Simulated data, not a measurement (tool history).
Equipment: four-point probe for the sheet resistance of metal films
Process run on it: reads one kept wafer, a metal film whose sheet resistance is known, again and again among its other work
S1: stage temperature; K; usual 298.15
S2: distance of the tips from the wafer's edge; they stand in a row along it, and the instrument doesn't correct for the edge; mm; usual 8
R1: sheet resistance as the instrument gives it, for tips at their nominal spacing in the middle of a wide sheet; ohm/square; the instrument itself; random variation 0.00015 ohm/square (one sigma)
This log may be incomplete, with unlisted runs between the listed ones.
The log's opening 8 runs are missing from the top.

run	day	S1	S2	R1
9	35.200	298.15	13	0.752095
10	39.758	298.15	13	0.752147
11	42.246	298.15	13	0.752084
# day 44.825: stage's thermometer calibrated
12	48.300	298.15	13	0.753002
13	53.871	298.15	8	0.759239
14	58.167	298.15	8	0.759373
15	63.446	298.15	8	0.758845
16	66.546	298.15	31	0.749633
17	69.979	298.15	4	0.787541
# day 72.667: stage's thermometer calibrated, once more
18	75.321	295.15	36	0.745458
19	80.296	294.15	31	0.745522
20	85.954	292.15	19	0.745704
21	89.221	302.15	40	0.747935
22	94.808	302.15	40	0.747233
23	99.183	292.15	10	0.749947
24	104.058	294.15	29	0.744969
25	108.346	306.15	5	0.773119
26	112.975	306.15	5	0.773198
27	118.200	298.15	5	0.770803
28	120.688	298.15	5	0.770301
29	123.583	298.15	5	0.770221
30	128.946	304.15	34	0.747599
31	133.946	304.15	34	0.747631
32	137.738	300.15	8	0.756033
33	143.817	298.15	39	0.745359

Forecast each of these 3 alternatives for the next run:
A	148.342	306.15	27	?
B	148.342	294.15	12	?
C	148.342	295.15	3	?

run	R1
A	0.748354
B	0.748157
C	0.808898
Take away the tool's hidden state, keep each run's random variation, and the runs would have read:
run	R1
A	0.755838
B	0.755586
C	0.816871

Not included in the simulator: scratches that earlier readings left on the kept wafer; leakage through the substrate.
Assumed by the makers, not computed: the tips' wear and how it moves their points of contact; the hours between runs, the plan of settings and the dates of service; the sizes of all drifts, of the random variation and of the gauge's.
